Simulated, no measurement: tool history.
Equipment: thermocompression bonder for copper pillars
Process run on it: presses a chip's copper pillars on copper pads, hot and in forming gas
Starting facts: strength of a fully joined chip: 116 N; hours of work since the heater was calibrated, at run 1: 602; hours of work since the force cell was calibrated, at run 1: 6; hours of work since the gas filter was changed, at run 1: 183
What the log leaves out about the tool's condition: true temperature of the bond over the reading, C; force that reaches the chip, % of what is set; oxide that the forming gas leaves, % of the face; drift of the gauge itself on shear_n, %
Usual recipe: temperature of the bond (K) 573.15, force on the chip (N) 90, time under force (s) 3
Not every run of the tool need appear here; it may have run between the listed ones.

run,hour,temperature of the bond (K),force on the chip (N),time under force (s),hours of work since the heater was calibrated,hours of work since the force cell was calibrated,hours of work since the gas filter was changed,force that shears a chip off (N)
1,0.0,573.15,90,3,602,6,183,44.6
2,10.4,573.15,90,3,608,12,189,43.8
3,20.3,573.15,90,3,614,18,195,44.7
4,32.7,577.15,90,3,622,26,203,44.6
5,49.9,577.15,90,3,632,36,213,44.6
6,61.7,577.15,90,3,639,43,220,44.7
7,71.4,577.15,90,3,645,49,226,45.6
8,90.5,577.15,90,5,656,61,238,53.7
9,104.1,573.15,90,2,665,69,246,36.4
10,116.9,573.15,90,2,672,76,254,36.5
11,135.2,573.15,90,3,684,88,265,42.1
12,151.9,573.15,90,3,694,98,275,41.6
# hour 155.0: force cell calibrated
# hour 173.3: forming gas filter changed
13,173.3,573.15,90,4,705,11,0,54.3
14,183.3,573.15,90,4,711,17,6,52.2
15,192.0,589.15,90,4,717,22,11,61.2
# hour 197.7: force cell calibrated, once more
16,208.9,589.15,90,4,726,7,21,59.0
17,229.0,589.15,90,8,738,19,33,74.3
18,245.5,589.15,90,8,748,29,43,71.9
19,254.6,589.15,55,8,754,34,48,56.1
20,271.3,573.15,90,3,764,44,58,46.4
21,289.0,573.15,87,3,774,55,69,45.4

For run 22, what comes out?
22,306.8,568.15,109,4,785,66,80,?

{"run 22": {"force that shears a chip off (N)": 55.3}}
On a tool with no hidden condition, and with the same random variation, this run would have come out at force that shears a chip off (N) 58.8.

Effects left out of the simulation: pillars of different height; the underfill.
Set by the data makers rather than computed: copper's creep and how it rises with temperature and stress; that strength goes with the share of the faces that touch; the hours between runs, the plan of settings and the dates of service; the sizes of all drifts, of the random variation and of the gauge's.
